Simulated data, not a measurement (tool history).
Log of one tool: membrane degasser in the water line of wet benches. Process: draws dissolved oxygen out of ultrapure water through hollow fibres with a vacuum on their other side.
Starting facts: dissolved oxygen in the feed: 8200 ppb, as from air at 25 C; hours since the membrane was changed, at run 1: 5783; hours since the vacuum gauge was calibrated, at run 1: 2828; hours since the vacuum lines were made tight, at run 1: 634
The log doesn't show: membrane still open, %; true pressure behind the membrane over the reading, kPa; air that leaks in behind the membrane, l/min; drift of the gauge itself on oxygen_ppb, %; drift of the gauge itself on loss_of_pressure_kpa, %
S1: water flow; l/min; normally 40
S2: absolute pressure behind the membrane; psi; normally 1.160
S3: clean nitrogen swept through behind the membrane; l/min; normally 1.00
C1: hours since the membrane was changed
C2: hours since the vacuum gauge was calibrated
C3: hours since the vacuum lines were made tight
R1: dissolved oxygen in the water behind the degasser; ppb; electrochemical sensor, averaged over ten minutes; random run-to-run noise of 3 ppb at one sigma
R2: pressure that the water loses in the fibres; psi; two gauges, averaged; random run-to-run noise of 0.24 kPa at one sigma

Run 1, hour 0.0: usual settings; C1 5783; C2 2828; C3 634. Result: R1 452.4 ppb, R2 9.732 psi.
Run 2, hour 148.4: usual settings; C1 5932; C2 2976; C3 782. Result: R1 465.4 ppb, R2 9.776 psi.
Run 3, hour 273.0: usual settings; C1 6056; C2 3101; C3 907. Result: R1 455.3 ppb, R2 9.777 psi.
Run 4, hour 445.9: usual settings but S3 0.74 l/min; C1 6229; C2 3274; C3 1080. Result: R1 554.5 ppb, R2 9.812 psi.
Run 5, hour 552.5: usual settings but S3 0.74 l/min; C1 6336; C2 3381; C3 1186. Result: R1 553.0 ppb, R2 9.826 psi.
Run 6, hour 631.0: usual settings but S3 0.91 l/min; C1 6414; C2 3459; C3 1265. Result: R1 485.5 ppb, R2 9.825 psi.
Run 7, hour 768.2: usual settings but S3 0.91 l/min; C1 6551; C2 3596; C3 1402. Result: R1 498.3 ppb, R2 9.850 psi.
Run 8, hour 875.5: usual settings but S3 0.53 l/min; C1 6659; C2 3704; C3 1509. Result: R1 687.8 ppb, R2 9.807 psi.
Run 9, hour 1030.8: usual settings; C1 6814; C2 3859; C3 1665. Result: R1 466.8 ppb, R2 9.919 psi.
Run 10, hour 1173.6: usual settings; C1 6957; C2 4002; C3 1807. Result: R1 469.3 ppb, R2 9.877 psi.
Run 11, hour 1280.5: usual settings but S1 58 l/min, S2 2.603 psi; C1 7064; C2 4109; C3 1914. Result: R1 1509.1 ppb, R2 14.425 psi.
Run 12, hour 1442.3: usual settings but S1 58 l/min, S2 2.603 psi; C1 7225; C2 4270; C3 2076. Result: R1 1517.6 ppb, R2 14.439 psi.
At hour 1458.9: vacuum gauge calibrated.
Run 13, hour 1568.2: usual settings but S1 58 l/min, S2 2.603 psi; C1 7351; C2 109; C3 2201. Result: R1 1527.2 ppb, R2 14.457 psi.
At hour 1725.6: vacuum gauge calibrated, once more.
Run 14, hour 1752.0: usual settings but S2 1.450 psi, S3 0.55 l/min; C1 7534; C2 26; C3 2385. Result: R1 848.4 ppb, R2 10.009 psi.
Run 15, hour 1859.2: usual settings but S1 42 l/min, S2 1.606 psi, S3 0.55 l/min; C1 7641; C2 134; C3 2492. Result: R1 1015.2 ppb, R2 10.517 psi.
Run 16, hour 1979.4: usual settings but S1 47 l/min, S2 1.887 psi, S3 1.67 l/min; C1 7761; C2 254; C3 2612. Result: R1 656.6 ppb, R2 11.818 psi.
Run 17, hour 2064.5: usual settings but S1 47 l/min, S2 1.887 psi, S3 1.67 l/min; C1 7847; C2 339; C3 2697. Result: R1 656.1 ppb, R2 11.808 psi.
Run 18, hour 2146.3: usual settings but S1 33 l/min, S2 1.252 psi, S3 1.67 l/min; C1 7928; C2 421; C3 2779. Result: R1 288.6 ppb, R2 8.267 psi.
Run 19, hour 2266.0: usual settings but S3 0.58 l/min; C1 8048; C2 540; C3 2899. Result: R1 625.6 ppb, R2 10.070 psi.

Pick out some run-to-run changes in R1. Of each, how much would a tool without hidden state show as well, from the settings, what came in and chance, and how much is left for the hidden state and any gauge scatter not in both results compared?
Run 10 -> 11: S1 40 -> 58, S2 1.160 -> 2.603. R1 +1039.8 ppb: hidden state +12.3, all else +1027.5.
Run 13 -> 14: S1 58 -> 40, S2 2.603 -> 1.450, S3 1.00 -> 0.55, vacuum gauge calibrated, once more. R1 -678.8 ppb: hidden state -48.4, all else -630.4.
